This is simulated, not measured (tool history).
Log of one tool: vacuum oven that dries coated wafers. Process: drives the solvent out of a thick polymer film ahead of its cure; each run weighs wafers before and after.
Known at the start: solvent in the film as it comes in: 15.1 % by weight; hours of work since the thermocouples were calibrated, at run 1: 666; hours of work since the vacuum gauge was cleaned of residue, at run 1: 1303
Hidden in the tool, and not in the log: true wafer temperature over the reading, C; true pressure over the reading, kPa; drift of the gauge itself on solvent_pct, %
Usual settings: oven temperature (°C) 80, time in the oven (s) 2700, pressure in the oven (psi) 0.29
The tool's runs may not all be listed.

run	hour	oven temperature (°C)	time in the oven (s)	pressure in the oven (psi)	hours of work since the thermocouples were calibrated	hours of work since the vacuum gauge was cleaned of residue	solvent left in the film (%)
1	0	80	2700	0.29	666	1303	2.77
2	60.7	80	2700	0.151	702	1339	1.81
3	98.6	80	2700	0.151	725	1361	1.85
4	163.7	80	2700	0.29	764	1400	2.83
5	198.4	80	2700	0.29	784	1421	2.78
6	265.9	80	2700	0.29	825	1461	2.91
7	322.7	80	2700	0.29	858	1495	2.79
8	365.3	84	2700	0.29	884	1520	2.07
9	397.7	80	2700	0.19	903	1539	2.17
10	440.4	79	2700	0.19	928	1565	2.25
11	488.5	79	2700	0.19	957	1593	2.28
12	551.7	79	2700	0.19	995	1631	2.38
13	583.1	80	2700	0.29	1013	1650	2.79
14	626	80	2700	0.29	1039	1675	2.76
15	659.3	67	4380	0.825	1059	1695	10.56
16	696	71	4380	0.825	1081	1717	8.69
17	737.1	92	2700	0.489	1105	1742	2.2
18	794.5	92	2700	0.489	1139	1776	2.22
19	856.8	92	2700	0.489	1176	1813	2.23
20	917.5	80	2700	0.358	1212	1849	3.23
21	971.9	80	2520	0.853	1245	1881	6.54
22	1026.2	89	1680	0.877	1277	1914	5.03
23	1068.5	89	1680	0.877	1302	1939	5
24	1104.6	89	1680	0.877	1324	1960	4.98
25	1151.7	89	1920	0.877	1352	1988	4.68
26	1198.5	89	1920	0.877	1380	2016	4.61
27	1257.1	67	2160	0.29	1415	2051	7.21
28	1305.1	80	2400	0.235	1443	2080	2.6

Forecast each of these 3 alternatives for the next run:
A	1366.9	77	3720	0.235	1480	2116	?
B	1366.9	80	1320	0.235	1480	2116	?
C	1366.9	73	2400	0.235	1480	2116	?

run	solvent left in the film (%)
A	2.31
B	4.68
C	4.47
Without the tool's hidden state the same runs would have given:
run	solvent left in the film (%)
A	2.29
B	4.65
C	4.44

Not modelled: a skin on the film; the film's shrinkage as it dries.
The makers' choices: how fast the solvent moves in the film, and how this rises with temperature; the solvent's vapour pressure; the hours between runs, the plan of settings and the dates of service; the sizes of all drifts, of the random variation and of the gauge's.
